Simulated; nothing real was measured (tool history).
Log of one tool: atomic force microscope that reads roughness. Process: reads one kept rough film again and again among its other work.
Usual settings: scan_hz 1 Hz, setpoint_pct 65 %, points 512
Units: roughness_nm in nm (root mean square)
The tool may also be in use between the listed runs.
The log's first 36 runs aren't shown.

run   hour  scan_hz  setpoint_pct  points  roughness_nm
 37  612.8     0.56            82     641         2.991
 38  627.5     0.56            59     641         2.835
 39  642.6     0.77            59     666         2.639
     644.6  -- new tip fitted
 40  665.7     1.49            66     622         3.003
 41  677.4     0.67            87     694         2.843
 42  691.9     3.61            74     631         2.546
     699.3  -- new tip fitted
 43  715.6     3.71            65     512          2.99
 44    726     0.74            78     470         2.912
 45  749.4        1            61     512         2.622
     754.4  -- new tip fitted
 46  760.9        1            61     512         3.286
 47  771.3        1            84     728         3.062
 48  783.7        1            84     728         2.854
 49  799.1     1.54            74     512         2.645
     809.9  -- new tip fitted
 50  822.2     1.54            74     512         3.099
 51  835.2        1            74     512         2.923
 52  852.6     1.93            69     747         2.673

3 ways to go on from here, each from the tool as it stands after run 52. What would each give?
     864.8  -- new tip fitted
  A  869.2     3.76            77     325             ?
     864.8  -- new tip fitted
  B  869.2     1.57            58     329             ?
     864.8  -- new tip fitted
  C  869.2        1            65     645             ?

run  roughness_nm
  A         3.023
  B         3.307
  C         3.353
Without the tool's hidden state the same runs would have given:
run  roughness_nm
  A         3.116
  B         3.408
  C         3.456
